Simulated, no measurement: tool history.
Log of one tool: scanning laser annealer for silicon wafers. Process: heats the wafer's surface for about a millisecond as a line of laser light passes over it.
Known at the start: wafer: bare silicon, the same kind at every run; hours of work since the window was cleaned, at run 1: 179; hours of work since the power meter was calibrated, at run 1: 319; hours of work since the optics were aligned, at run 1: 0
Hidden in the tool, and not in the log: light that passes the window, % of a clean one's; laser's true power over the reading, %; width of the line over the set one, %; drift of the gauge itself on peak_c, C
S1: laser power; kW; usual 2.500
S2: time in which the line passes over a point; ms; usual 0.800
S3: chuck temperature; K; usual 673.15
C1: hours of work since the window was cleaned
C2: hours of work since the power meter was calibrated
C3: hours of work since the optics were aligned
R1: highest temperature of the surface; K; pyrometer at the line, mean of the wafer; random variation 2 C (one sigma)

{"run": 1, "hour": 0.0, "S1": 2.5, "S2": 0.8, "S3": 673.15, "C1": 179, "C2": 319, "C3": 0, "R1": 1490.15}
{"run": 2, "hour": 20.9, "S1": 2.5, "S2": 0.564, "S3": 673.15, "C1": 195, "C2": 335, "C3": 16, "R1": 1361.15}
{"run": 3, "hour": 49.3, "S1": 2.5, "S2": 0.564, "S3": 673.15, "C1": 217, "C2": 357, "C3": 38, "R1": 1359.15}
{"run": 4, "hour": 64.2, "S1": 2.5, "S2": 0.564, "S3": 673.15, "C1": 229, "C2": 369, "C3": 50, "R1": 1356.15}
{"run": 5, "hour": 86.7, "S1": 2.195, "S2": 0.8, "S3": 673.15, "C1": 246, "C2": 386, "C3": 67, "R1": 1354.15}
{"run": 6, "hour": 104.1, "S1": 2.195, "S2": 0.8, "S3": 673.15, "C1": 260, "C2": 400, "C3": 81, "R1": 1354.15}
{"run": 7, "hour": 130.6, "S1": 2.5, "S2": 0.8, "S3": 678.15, "C1": 280, "C2": 421, "C3": 102, "R1": 1476.15}
{"run": 8, "hour": 148.9, "S1": 2.5, "S2": 0.8, "S3": 704.15, "C1": 295, "C2": 435, "C3": 116, "R1": 1506.15}
{"run": 9, "hour": 166.0, "S1": 2.5, "S2": 0.8, "S3": 704.15, "C1": 308, "C2": 448, "C3": 129, "R1": 1499.15}
{"run": 10, "hour": 178.1, "S1": 2.5, "S2": 0.8, "S3": 654.15, "C1": 317, "C2": 458, "C3": 139, "R1": 1451.15}
{"hour": 198.2, "done": "window over the wafer cleaned"}
{"run": 11, "hour": 203.5, "S1": 2.5, "S2": 0.8, "S3": 640.15, "C1": 4, "C2": 476, "C3": 157, "R1": 1487.15}
{"run": 12, "hour": 229.6, "S1": 2.5, "S2": 0.8, "S3": 640.15, "C1": 24, "C2": 496, "C3": 177, "R1": 1481.15}
{"run": 13, "hour": 255.6, "S1": 2.37, "S2": 0.8, "S3": 673.15, "C1": 45, "C2": 516, "C3": 197, "R1": 1453.15}
{"run": 14, "hour": 272.0, "S1": 2.37, "S2": 0.8, "S3": 673.15, "C1": 57, "C2": 529, "C3": 210, "R1": 1452.15}
{"run": 15, "hour": 292.5, "S1": 2.37, "S2": 0.8, "S3": 673.15, "C1": 73, "C2": 545, "C3": 226, "R1": 1447.15}
{"run": 16, "hour": 312.4, "S1": 2.37, "S2": 0.8, "S3": 673.15, "C1": 89, "C2": 561, "C3": 242, "R1": 1442.15}
{"run": 17, "hour": 324.1, "S1": 2.37, "S2": 0.8, "S3": 673.15, "C1": 98, "C2": 570, "C3": 251, "R1": 1446.15}
{"run": 18, "hour": 342.0, "S1": 2.37, "S2": 0.8, "S3": 699.15, "C1": 112, "C2": 584, "C3": 265, "R1": 1468.15}
{"run": 19, "hour": 362.7, "S1": 2.5, "S2": 0.8, "S3": 673.15, "C1": 128, "C2": 600, "C3": 281, "R1": 1495.15}
{"run": 20, "hour": 385.6, "S1": 2.5, "S2": 0.8, "S3": 673.15, "C1": 146, "C2": 617, "C3": 299, "R1": 1491.15}
{"run": 21, "hour": 403.2, "S1": 2.5, "S2": 0.8, "S3": 673.15, "C1": 160, "C2": 631, "C3": 312, "R1": 1491.15}
{"run": 22, "hour": 418.2, "S1": 2.5, "S2": 0.8, "S3": 673.15, "C1": 171, "C2": 643, "C3": 324, "R1": 1487.15}
{"run": 23, "hour": 444.8, "S1": 2.508, "S2": 0.958, "S3": 678.15, "C1": 192, "C2": 664, "C3": 345, "R1": 1564.15}
{"run": 24, "hour": 460.6, "S1": 2.508, "S2": 0.958, "S3": 678.15, "C1": 204, "C2": 676, "C3": 357, "R1": 1566.15}
{"run": 25, "hour": 489.5, "S1": 2.5, "S2": 0.646, "S3": 638.15, "C1": 227, "C2": 698, "C3": 379, "R1": 1363.15}
{"run": 26, "hour": 503.1, "S1": 2.476, "S2": 0.646, "S3": 673.15, "C1": 237, "C2": 709, "C3": 390, "R1": 1387.15}
{"run": 27, "hour": 516.1, "S1": 2.13, "S2": 0.8, "S3": 673.15, "C1": 247, "C2": 719, "C3": 400, "R1": 1324.15}
{"run": 28, "hour": 529.1, "S1": 2.384, "S2": 0.8, "S3": 673.15, "C1": 258, "C2": 729, "C3": 410, "R1": 1425.15}
{"run": 29, "hour": 544.6, "S1": 2.384, "S2": 0.8, "S3": 673.15, "C1": 270, "C2": 741, "C3": 422, "R1": 1422.15}
{"run": 30, "hour": 572.4, "S1": 2.296, "S2": 0.616, "S3": 673.15, "C1": 291, "C2": 763, "C3": 444, "R1": 1295.15}
{"run": 31, "hour": 589.2, "S1": 2.296, "S2": 0.616, "S3": 673.15, "C1": 304, "C2": 776, "C3": 457, "R1": 1298.15}
{"run": 32, "hour": 612.5, "S1": 2.296, "S2": 0.616, "S3": 673.15, "C1": 322, "C2": 794, "C3": 475, "R1": 1295.15}
{"hour": 625.4, "done": "window over the wafer cleaned"}
{"run": 33, "hour": 639.9, "S1": 2.5, "S2": 0.653, "S3": 673.15, "C1": 11, "C2": 814, "C3": 495, "R1": 1428.15}
{"run": 34, "hour": 657.2, "S1": 2.405, "S2": 0.669, "S3": 661.15, "C1": 25, "C2": 827, "C3": 508, "R1": 1386.15}
{"run": 35, "hour": 670.2, "S1": 2.405, "S2": 0.669, "S3": 661.15, "C1": 35, "C2": 837, "C3": 519, "R1": 1382.15}
{"run": 36, "hour": 688.0, "S1": 2.513, "S2": 0.922, "S3": 656.15, "C1": 49, "C2": 851, "C3": 532, "R1": 1544.15}
{"run": 37, "hour": 715.0, "S1": 2.348, "S2": 0.922, "S3": 677.15, "C1": 70, "C2": 872, "C3": 553, "R1": 1487.15}
{"run": 38, "hour": 732.8, "S1": 2.207, "S2": 0.623, "S3": 708.15, "C1": 84, "C2": 886, "C3": 567, "R1": 1324.15}
{"run": 39, "hour": 752.4, "S1": 2.5, "S2": 0.8, "S3": 641.15, "C1": 99, "C2": 901, "C3": 583, "R1": 1455.15}
{"run": 40, "hour": 771.8, "S1": 2.5, "S2": 0.8, "S3": 641.15, "C1": 114, "C2": 917, "C3": 598, "R1": 1453.15}

How the hidden state differs across the entries between the runs, from the last listed run before each to the first after it:
Between runs 10 and 11: window over the wafer cleaned (hour 198.2)
  light that passes the window, % of a clean one's: 95.38 -> 99.9; laser's true power over the reading, %: 0.09 -> 0.08; width of the line over the set one, %: 0.68 -> 0.75
  measured less the result without the state, R1: -54.00 -> -5.00 K
Between runs 32 and 33: window over the wafer cleaned (hour 625.4)
  light that passes the window, % of a clean one's: 95.58 -> 99.84; laser's true power over the reading, %: -0.05 -> -0.06; width of the line over the set one, %: 2.15 -> 2.24
  measured less the result without the state, R1: -50.00 -> -16.00 K

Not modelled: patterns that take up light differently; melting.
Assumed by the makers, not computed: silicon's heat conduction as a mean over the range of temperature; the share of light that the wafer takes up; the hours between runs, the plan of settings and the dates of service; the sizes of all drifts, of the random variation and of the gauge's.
